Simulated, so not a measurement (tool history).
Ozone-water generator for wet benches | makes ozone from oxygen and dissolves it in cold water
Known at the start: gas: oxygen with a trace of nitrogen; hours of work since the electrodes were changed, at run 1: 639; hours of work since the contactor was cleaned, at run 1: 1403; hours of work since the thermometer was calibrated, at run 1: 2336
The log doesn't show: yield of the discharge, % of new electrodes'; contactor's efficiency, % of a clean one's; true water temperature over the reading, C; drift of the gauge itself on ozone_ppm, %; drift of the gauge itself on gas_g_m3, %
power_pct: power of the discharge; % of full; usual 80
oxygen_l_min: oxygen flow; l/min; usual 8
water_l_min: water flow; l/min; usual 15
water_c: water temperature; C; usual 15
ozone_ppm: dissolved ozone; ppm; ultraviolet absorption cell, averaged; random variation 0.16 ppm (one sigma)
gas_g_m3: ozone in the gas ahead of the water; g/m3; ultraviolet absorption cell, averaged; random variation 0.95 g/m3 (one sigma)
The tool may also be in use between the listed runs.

run    hour  power_pct  oxygen_l_min  water_l_min  water_c  hours of work since the electrodes were changed  hours of work since the contactor was cleaned  hours of work since the thermometer was calibrated  ozone_ppm  gas_g_m3
  1       0         80             8           15       15                                              639                                           1403                                                2336       19.7     158.8
  2    69.6         80             8            9       15                                              690                                           1454                                                2387       26.2     155.9
  3   138.7         80             8            9       15                                              741                                           1505                                                2438       25.9     158.4
  4   204.7         80             8            9       15                                              789                                           1553                                                2486         26       155
  5   279.7         80             8            9       15                                              844                                           1608                                                2541         26     156.9
  6   330.1         80             8            9       15                                              881                                           1645                                                2578       26.2     155.1
  7   381.8         80             8            9       15                                              919                                           1683                                                2616       25.9     155.4
  8   460.8         80             8           15       15                                              977                                           1741                                                2674       19.3     156.2
  9   541.4         80             8           15       15                                             1036                                           1800                                                2734       19.5       157
      549.1  -- contactor cleaned
 10   590.4         80             8           15       15                                             1069                                             30                                                2767       19.2     155.2
 11     634         74             8           15       15                                             1101                                             62                                                2798       18.2     146.4
 12   716.3         74             8           15       15                                             1162                                            123                                                2859       18.1     144.9
 13   765.6         74             8           15       15                                             1198                                            159                                                2895       17.8     143.9
 14   814.4         74             8           15       15                                             1234                                            195                                                2931       17.9     146.3
 15     886         74             8           15       15                                             1286                                            247                                                2983         18     146.1
      940.9  -- contactor cleaned, once more
 16   976.5         80             8           15       15                                             1350                                             26                                                3047       19.6     154.7
 17  1059.5         64             8           15       15                                             1411                                             87                                                3108       16.6     129.9
 18  1133.3         80             8           15       21                                             1465                                            141                                                3162       17.4     154.3
 19  1189.7         43          6.35           11       18                                             1506                                            183                                                3203       14.3     109.1
 20  1251.9         75         14.33           15       15                                             1552                                            228                                                3249       16.1       102
 21  1288.7         75         14.33           15       15                                             1579                                            255                                                3276       15.8     102.2
 22  1361.7         63         14.33           15        9                                             1632                                            309                                                3330       16.2      88.9
 23  1445.2         63         14.33           15       13                                             1694                                            370                                                3391       14.6      90.4
 24  1488.9         80          4.09           15       15                                             1726                                            402                                                3423       21.1     229.8
 25  1525.2         48          4.09           15       19                                             1752                                            429                                                3449       13.5     154.9
 26  1591.9         48         11.08           15       19                                             1801                                            478                                                3498         11      84.2
 27    1634         48         11.08           15       10                                             1832                                            509                                                3529       13.4      84.1
 28  1709.7         50           4.7           15       12                                             1888                                            564                                                3585       15.3     146.1
 29  1756.8         81          9.32           15       15                                             1922                                            599                                                3619       18.7     138.8
 30  1823.4         80         12.54           15       15                                             1971                                            648                                                3668       17.3     114.5
 31  1875.4         80          4.75           10       16                                             2009                                            686                                                3707         27     209.4

Some steps in ozone_ppm between neighbouring runs. How much of each would the tool show without its hidden state too (settings, what came in, random variation), and how much is left for the hidden state, with any gauge scatter that isn't in both results?
Run 7 -> 8: water_l_min 9 -> 15. ozone_ppm -6.6 ppm: hidden state +0.3, all else -6.9.
Run 23 -> 24: power_pct 63 -> 80, oxygen_l_min 14.33 -> 4.09, water_c 13 -> 15. ozone_ppm +6.5 ppm: hidden state -0.6, all else +7.1.
Run 24 -> 25: power_pct 80 -> 48, water_c 15 -> 19. ozone_ppm -7.6 ppm: hidden state +0.8, all else -8.4.
Run 30 -> 31: oxygen_l_min 12.54 -> 4.75, water_l_min 15 -> 10, water_c 15 -> 16. ozone_ppm +9.7 ppm: hidden state -0.7, all else +10.4.
